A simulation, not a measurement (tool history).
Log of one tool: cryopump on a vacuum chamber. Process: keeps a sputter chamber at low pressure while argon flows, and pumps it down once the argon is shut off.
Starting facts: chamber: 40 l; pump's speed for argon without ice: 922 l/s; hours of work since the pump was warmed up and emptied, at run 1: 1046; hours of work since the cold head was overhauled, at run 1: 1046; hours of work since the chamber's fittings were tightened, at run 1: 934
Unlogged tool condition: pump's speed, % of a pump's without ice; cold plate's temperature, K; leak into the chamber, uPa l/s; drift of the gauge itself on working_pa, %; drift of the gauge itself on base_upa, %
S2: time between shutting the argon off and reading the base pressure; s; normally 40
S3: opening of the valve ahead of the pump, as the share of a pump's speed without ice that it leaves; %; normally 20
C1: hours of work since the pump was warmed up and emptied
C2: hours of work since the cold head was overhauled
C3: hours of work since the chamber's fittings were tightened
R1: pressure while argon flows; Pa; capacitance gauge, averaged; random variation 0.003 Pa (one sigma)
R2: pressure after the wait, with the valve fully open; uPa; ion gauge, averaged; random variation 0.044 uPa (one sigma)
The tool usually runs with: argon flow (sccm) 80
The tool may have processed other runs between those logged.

run 1 hour=0.0 | argon_flow_(sccm)=80 S2=40 S3=20 | C1=1046 C2=1046 C3=934 | R1=0.7852 R2=3.89
run 2 hour=43.1 | argon_flow_(sccm)=80 S2=40 S3=20 | C1=1068 C2=1068 C3=956 | R1=0.7951 R2=4.05
run 3 hour=106.0 | argon_flow_(sccm)=80 S2=40 S3=20 | C1=1101 C2=1101 C3=988 | R1=0.7898 R2=3.93
run 4 hour=186.5 | argon_flow_(sccm)=80 S2=40 S3=20 | C1=1142 C2=1142 C3=1030 | R1=0.8000 R2=4.00
-- hour=204.9 pump warmed up, emptied and cooled again
run 5 hour=255.6 | argon_flow_(sccm)=33 S2=40 S3=20 | C1=26 C2=1175 C3=1063 | R1=0.3038 R2=3.49
run 6 hour=308.2 | argon_flow_(sccm)=33 S2=40 S3=20 | C1=53 C2=1202 C3=1090 | R1=0.3037 R2=3.62
run 7 hour=348.9 | argon_flow_(sccm)=80 S2=40 S3=20 | C1=74 C2=1223 C3=1110 | R1=0.7390 R2=3.61
run 8 hour=415.7 | argon_flow_(sccm)=80 S2=40 S3=20 | C1=108 C2=1257 C3=1145 | R1=0.7349 R2=3.64
run 9 hour=456.0 | argon_flow_(sccm)=80 S2=40 S3=20 | C1=129 C2=1278 C3=1165 | R1=0.7425 R2=3.66
run 10 hour=533.7 | argon_flow_(sccm)=80 S2=40 S3=20 | C1=169 C2=1317 C3=1205 | R1=0.7361 R2=3.70
run 11 hour=599.2 | argon_flow_(sccm)=80 S2=97 S3=20 | C1=202 C2=1351 C3=1239 | R1=0.7457 R2=2.49
run 12 hour=664.2 | argon_flow_(sccm)=80 S2=51 S3=20 | C1=236 C2=1384 C3=1272 | R1=0.7405 R2=3.20

Run 13 has not been measured yet. What should we expect?
run 13 hour=701.2 | argon_flow_(sccm)=80 S2=51 S3=20 | C1=255 C2=1403 C3=1291 | R1=? R2=?

{"run 13": {"R1": 0.7384, "R2": 3.32}}
If the tool had no hidden condition, the same run with the same run-to-run variation would have returned R1 0.7276 Pa, R2 2.07 uPa.

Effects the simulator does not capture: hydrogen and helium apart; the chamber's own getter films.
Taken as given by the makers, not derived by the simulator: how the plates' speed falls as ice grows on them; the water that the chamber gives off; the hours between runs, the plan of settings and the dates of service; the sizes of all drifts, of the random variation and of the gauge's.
